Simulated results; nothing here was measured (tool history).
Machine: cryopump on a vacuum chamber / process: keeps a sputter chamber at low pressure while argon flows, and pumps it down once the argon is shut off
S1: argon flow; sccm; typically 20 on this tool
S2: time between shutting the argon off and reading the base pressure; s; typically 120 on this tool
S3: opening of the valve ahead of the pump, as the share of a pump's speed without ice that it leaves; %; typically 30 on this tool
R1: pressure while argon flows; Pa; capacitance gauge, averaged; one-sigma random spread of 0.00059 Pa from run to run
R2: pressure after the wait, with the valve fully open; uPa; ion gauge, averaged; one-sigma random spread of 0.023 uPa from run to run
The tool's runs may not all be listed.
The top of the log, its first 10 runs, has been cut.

run	hour	S1	S2	S3	R1	R2
11	200.2	17	120	49	0.0432	1.38
12	217.2	20	120	30	0.0812	1.33
13	239.6	20	120	35	0.0699	1.42
14	251	20	120	30	0.0805	1.4
15	269.3	20	120	30	0.081	1.36
16	294.5	20	120	30	0.0818	1.38
17	313.7	20	120	30	0.0807	1.41
18	336	20	120	30	0.0805	1.46
19	350.4	15	48	30	0.0613	2.25
20	365	15	48	30	0.0609	2.24
21	375.7	25	238	24	0.1261	1.21
22	391.4	25	238	24	0.1277	1.19
23	411.9	40	238	44	0.1129	1.19
24	423.4	21	56	30	0.0864	2.03
25	434.3	21	56	30	0.0854	2.1
26	453.4	21	56	30	0.0853	2.11
27	470.1	21	56	30	0.0863	2.05
28	490.5	21	190	57	0.0462	1.26
29	504.6	21	190	17	0.1496	1.25
30	521.4	11	66	56	0.0242	1.98
31	545.2	20	57	56	0.0461	2.08
32	560	20	57	56	0.0463	2.04
33	577.1	31	53	30	0.1274	2.2
34	596.4	20	120	40	0.0622	1.53

What if the next run were any one of these 4? Each begins from the tool's condition after run 34:
A	607.6	20	120	24	?	?
B	607.6	10	120	18	?	?
C	607.6	20	120	21	?	?
D	607.6	19	154	24	?	?

run	R1	R2
A	0.1024	1.55
B	0.0665	1.52
C	0.1152	1.52
D	0.0982	1.39
Stripped of hidden state, with their random variation kept, the same runs would have yielded:
run	R1	R2
A	0.0983	0.75
B	0.0645	0.73
C	0.1111	0.73
D	0.0943	0.61
